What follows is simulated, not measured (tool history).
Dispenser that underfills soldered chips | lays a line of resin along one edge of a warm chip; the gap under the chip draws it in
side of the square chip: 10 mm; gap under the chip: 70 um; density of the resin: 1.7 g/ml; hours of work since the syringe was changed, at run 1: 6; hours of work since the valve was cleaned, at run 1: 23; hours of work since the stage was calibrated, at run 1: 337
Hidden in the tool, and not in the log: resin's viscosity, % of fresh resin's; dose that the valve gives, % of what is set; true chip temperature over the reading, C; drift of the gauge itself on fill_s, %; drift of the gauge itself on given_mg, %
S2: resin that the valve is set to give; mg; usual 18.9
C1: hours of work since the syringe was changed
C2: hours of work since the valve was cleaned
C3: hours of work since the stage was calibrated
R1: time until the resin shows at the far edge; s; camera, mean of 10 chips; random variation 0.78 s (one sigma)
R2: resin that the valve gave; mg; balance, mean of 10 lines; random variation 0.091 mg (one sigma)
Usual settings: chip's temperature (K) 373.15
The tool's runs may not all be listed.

{"run": 1, "hour": 0.0, "chip's temperature (K)": 373.15, "S2": 18.9, "C1": 6, "C2": 23, "C3": 337, "R1": 89.2, "R2": 18.4}
{"run": 2, "hour": 6.6, "chip's temperature (K)": 373.15, "S2": 18.9, "C1": 10, "C2": 27, "C3": 341, "R1": 105.7, "R2": 18.36}
{"hour": 10.0, "done": "stage's temperature calibrated"}
{"hour": 11.7, "done": "new syringe of resin"}
{"run": 3, "hour": 19.6, "chip's temperature (K)": 373.15, "S2": 18.9, "C1": 5, "C2": 35, "C3": 6, "R1": 90.1, "R2": 18.25}
{"run": 4, "hour": 28.0, "chip's temperature (K)": 373.15, "S2": 18.9, "C1": 10, "C2": 40, "C3": 11, "R1": 109.7, "R2": 18.21}
{"hour": 31.2, "done": "new syringe of resin"}
{"run": 5, "hour": 35.8, "chip's temperature (K)": 373.15, "S2": 18.9, "C1": 3, "C2": 44, "C3": 15, "R1": 79.1, "R2": 18.17}
{"run": 6, "hour": 47.4, "chip's temperature (K)": 371.15, "S2": 18.9, "C1": 10, "C2": 52, "C3": 23, "R1": 112, "R2": 17.95}
{"hour": 51.1, "done": "new syringe of resin"}
{"run": 7, "hour": 58.5, "chip's temperature (K)": 371.15, "S2": 18.9, "C1": 5, "C2": 58, "C3": 29, "R1": 90.3, "R2": 17.66}
{"run": 8, "hour": 69.2, "chip's temperature (K)": 371.15, "S2": 18.9, "C1": 11, "C2": 65, "C3": 36, "R1": 120.6, "R2": 17.64}
{"hour": 70.9, "done": "new syringe of resin"}
{"hour": 82.1, "done": "dispensing valve cleaned and set on the balance"}
{"run": 9, "hour": 85.1, "chip's temperature (K)": 371.15, "S2": 18.9, "C1": 8, "C2": 2, "C3": 45, "R1": 104.4, "R2": 18.73}
{"hour": 91.4, "done": "new syringe of resin"}
{"run": 10, "hour": 100.9, "chip's temperature (K)": 371.15, "S2": 18.9, "C1": 6, "C2": 11, "C3": 54, "R1": 95.1, "R2": 18.47}
{"run": 11, "hour": 109.6, "chip's temperature (K)": 371.15, "S2": 18.9, "C1": 11, "C2": 17, "C3": 60, "R1": 115.4, "R2": 18.61}
{"hour": 111.4, "done": "new syringe of resin"}
{"run": 12, "hour": 118.9, "chip's temperature (K)": 371.15, "S2": 18.9, "C1": 5, "C2": 22, "C3": 65, "R1": 89.9, "R2": 18.44}
{"run": 13, "hour": 126.7, "chip's temperature (K)": 383.15, "S2": 18.9, "C1": 9, "C2": 27, "C3": 70, "R1": 80.4, "R2": 18.35}
{"hour": 131.4, "done": "new syringe of resin"}
{"run": 14, "hour": 142.4, "chip's temperature (K)": 373.15, "S2": 18.9, "C1": 7, "C2": 36, "C3": 79, "R1": 93.8, "R2": 18.26}
{"hour": 151.9, "done": "new syringe of resin"}
{"run": 15, "hour": 153.2, "chip's temperature (K)": 368.15, "S2": 18.9, "C1": 1, "C2": 43, "C3": 86, "R1": 84.6, "R2": 18.21}
{"run": 16, "hour": 168.4, "chip's temperature (K)": 368.15, "S2": 18.9, "C1": 10, "C2": 52, "C3": 95, "R1": 122.8, "R2": 17.87}
{"hour": 171.7, "done": "new syringe of resin"}
{"run": 17, "hour": 182.7, "chip's temperature (K)": 368.15, "S2": 18.9, "C1": 7, "C2": 61, "C3": 104, "R1": 107.8, "R2": 17.65}
{"run": 18, "hour": 189.7, "chip's temperature (K)": 367.15, "S2": 18.9, "C1": 11, "C2": 65, "C3": 108, "R1": 129.4, "R2": 17.64}
{"hour": 191.4, "done": "new syringe of resin"}
{"hour": 202.0, "done": "dispensing valve cleaned and set on the balance"}
{"run": 19, "hour": 202.0, "chip's temperature (K)": 367.15, "S2": 18.9, "C1": 6, "C2": 0, "C3": 115, "R1": 106.4, "R2": 18.85}
{"hour": 212.2, "done": "new syringe of resin"}
{"run": 20, "hour": 214.2, "chip's temperature (K)": 366.15, "S2": 21, "C1": 1, "C2": 7, "C3": 122, "R1": 88.4, "R2": 20.72}
{"run": 21, "hour": 223.9, "chip's temperature (K)": 366.15, "S2": 23.8, "C1": 7, "C2": 13, "C3": 128, "R1": 110.3, "R2": 23.49}
{"hour": 231.9, "done": "new syringe of resin"}
{"run": 22, "hour": 240.1, "chip's temperature (K)": 375.15, "S2": 18.8, "C1": 5, "C2": 23, "C3": 138, "R1": 85.4, "R2": 18.33}
{"hour": 252.3, "done": "new syringe of resin"}
{"run": 23, "hour": 252.6, "chip's temperature (K)": 365.15, "S2": 18.8, "C1": 0, "C2": 30, "C3": 145, "R1": 87.8, "R2": 18.19}
{"run": 24, "hour": 268.7, "chip's temperature (K)": 376.15, "S2": 21.8, "C1": 10, "C2": 40, "C3": 155, "R1": 98.8, "R2": 20.89}
{"hour": 272.5, "done": "new syringe of resin"}
{"run": 25, "hour": 281.7, "chip's temperature (K)": 379.15, "S2": 19, "C1": 6, "C2": 48, "C3": 163, "R1": 75.2, "R2": 18.05}
{"hour": 292.2, "done": "new syringe of resin"}
{"run": 26, "hour": 297.5, "chip's temperature (K)": 380.15, "S2": 17, "C1": 3, "C2": 58, "C3": 172, "R1": 71, "R2": 15.9}
{"run": 27, "hour": 310.4, "chip's temperature (K)": 361.15, "S2": 20, "C1": 11, "C2": 66, "C3": 180, "R1": 154.5, "R2": 18.66}
{"hour": 311.9, "done": "new syringe of resin"}
{"hour": 322.1, "done": "dispensing valve cleaned and set on the balance"}
{"run": 28, "hour": 324.6, "chip's temperature (K)": 377.15, "S2": 21.4, "C1": 7, "C2": 2, "C3": 188, "R1": 85.6, "R2": 21.46}
{"hour": 332.5, "done": "new syringe of resin"}
{"run": 29, "hour": 336.9, "chip's temperature (K)": 383.15, "S2": 18.9, "C1": 3, "C2": 9, "C3": 195, "R1": 59.8, "R2": 18.85}
{"run": 30, "hour": 351.4, "chip's temperature (K)": 387.15, "S2": 19.9, "C1": 12, "C2": 18, "C3": 204, "R1": 79.7, "R2": 19.69}
{"hour": 353.0, "done": "new syringe of resin"}
{"run": 31, "hour": 363.8, "chip's temperature (K)": 366.15, "S2": 17.1, "C1": 7, "C2": 25, "C3": 212, "R1": 112.3, "R2": 16.73}
{"hour": 373.1, "done": "new syringe of resin"}
{"run": 32, "hour": 376.5, "chip's temperature (K)": 377.15, "S2": 20.9, "C1": 2, "C2": 33, "C3": 219, "R1": 68.2, "R2": 20.26}
{"run": 33, "hour": 385.9, "chip's temperature (K)": 377.15, "S2": 20.9, "C1": 8, "C2": 39, "C3": 225, "R1": 86.2, "R2": 19.99}
{"hour": 392.5, "done": "new syringe of resin"}
{"run": 34, "hour": 395.7, "chip's temperature (K)": 377.15, "S2": 20.9, "C1": 2, "C2": 44, "C3": 231, "R1": 71.1, "R2": 20.06}

The same runs without the tool's hidden state, with the same run-to-run variation:
run=1 R1=72.5 R2=18.87
run=2 R1=72.9 R2=18.9
run=3 R1=73 R2=18.93
run=4 R1=71.9 R2=18.99
run=5 R1=70.5 R2=19.03
run=6 R1=74.8 R2=18.94
run=7 R1=74.8 R2=18.77
run=8 R1=76.5 R2=18.88
run=9 R1=76.7 R2=18.74
run=10 R1=76.1 R2=18.67
run=11 R1=74.6 R2=18.89
run=12 R1=75.8 R2=18.82
run=13 R1=55.8 R2=18.82
run=14 R1=71.7 R2=18.9
run=15 R1=82.7 R2=18.97
run=16 R1=82.2 R2=18.8
run=17 R1=83 R2=18.74
run=18 R1=83.6 R2=18.81
run=19 R1=83.8 R2=18.86
run=20 R1=84.9 R2=20.88
run=21 R1=83.2 R2=23.8
run=22 R1=69.8 R2=18.75
run=23 R1=88 R2=18.77
run=24 R1=66.2 R2=21.78
run=25 R1=61.4 R2=18.98
run=26 R1=62.1 R2=16.89
run=27 R1=98.3 R2=19.99
run=28 R1=65 R2=21.49
run=29 R1=54.7 R2=19.01
run=30 R1=50.9 R2=20.02
run=31 R1=86.9 R2=17.13
run=32 R1=64.2 R2=20.88
run=33 R1=64.3 R2=20.71
run=34 R1=65.8 R2=20.92
